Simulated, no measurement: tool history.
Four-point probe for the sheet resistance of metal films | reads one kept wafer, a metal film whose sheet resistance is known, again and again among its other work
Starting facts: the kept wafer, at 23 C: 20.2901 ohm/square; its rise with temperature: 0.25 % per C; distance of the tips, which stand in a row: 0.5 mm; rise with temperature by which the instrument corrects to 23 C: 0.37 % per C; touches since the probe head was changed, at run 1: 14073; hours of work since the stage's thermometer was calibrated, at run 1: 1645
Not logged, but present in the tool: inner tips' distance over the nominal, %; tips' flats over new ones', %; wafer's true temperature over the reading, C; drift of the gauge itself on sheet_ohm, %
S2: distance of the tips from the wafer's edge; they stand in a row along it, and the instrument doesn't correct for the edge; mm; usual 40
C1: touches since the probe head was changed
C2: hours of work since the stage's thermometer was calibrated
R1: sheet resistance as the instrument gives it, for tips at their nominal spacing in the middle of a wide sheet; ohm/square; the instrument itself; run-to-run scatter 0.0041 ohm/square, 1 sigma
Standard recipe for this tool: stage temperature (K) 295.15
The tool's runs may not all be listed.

Run 1, hour 0: usual settings; C1 14073; C2 1645. Result: R1 20.319584 ohm/square.
Run 2, hour 18.9: usual settings but S2 5 mm; C1 14725; C2 1654. Result: R1 20.42401 ohm/square.
Run 3, hour 27.9: usual settings but S2 7 mm; C1 15037; C2 1659. Result: R1 20.371652 ohm/square.
At hour 33.4: stage's thermometer calibrated.
Run 4, hour 42: usual settings but S2 7 mm; C1 15506; C2 4. Result: R1 20.367104 ohm/square.
Run 5, hour 51.5: usual settings but S2 7 mm; C1 15837; C2 9. Result: R1 20.375152 ohm/square.
Run 6, hour 69.2: usual settings but S2 7 mm; C1 16446; C2 17. Result: R1 20.366611 ohm/square.
Run 7, hour 77.5: usual settings but S2 7 mm; C1 16733; C2 21. Result: R1 20.363473 ohm/square.
Run 8, hour 86.7: usual settings but S2 51 mm; C1 17052; C2 26. Result: R1 20.321582 ohm/square.
Run 9, hour 97.6: usual settings but stage temperature (K) 297.15, S2 51 mm; C1 17427; C2 31. Result: R1 20.26858 ohm/square.
Run 10, hour 110.6: usual settings but stage temperature (K) 294.15, S2 51 mm; C1 17878; C2 38. Result: R1 20.348172 ohm/square.
Run 11, hour 129.4: usual settings but stage temperature (K) 307.15, S2 26 mm; C1 18527; C2 47. Result: R1 20.041306 ohm/square.
Run 12, hour 145.3: usual settings but stage temperature (K) 297.15, S2 7 mm; C1 19076; C2 54. Result: R1 20.324642 ohm/square.
Run 13, hour 154.8: usual settings but stage temperature (K) 292.15, S2 19 mm; C1 19405; C2 59. Result: R1 20.387759 ohm/square.
Run 14, hour 168.8: usual settings but stage temperature (K) 291.15, S2 38 mm; C1 19887; C2 66. Result: R1 20.409694 ohm/square.
Run 15, hour 186.5: usual settings but stage temperature (K) 307.15, S2 4 mm; C1 20498; C2 74. Result: R1 20.198839 ohm/square.
Run 16, hour 206.2: usual settings but stage temperature (K) 307.15, S2 4 mm; C1 21181; C2 84. Result: R1 20.208868 ohm/square.
Run 17, hour 222.6: usual settings but stage temperature (K) 291.15, S2 17 mm; C1 21747; C2 92. Result: R1 20.429254 ohm/square.
Run 18, hour 231: usual settings but stage temperature (K) 291.15, S2 17 mm; C1 22036; C2 96. Result: R1 20.425784 ohm/square.

How the hidden state differs across the entries between the runs, from the last listed run before each to the first after it:
In the gap between runs 3 and 4: stage's thermometer calibrated (hour 33.4)
  wafer's true temperature over the reading, C: -0.01 -> 0
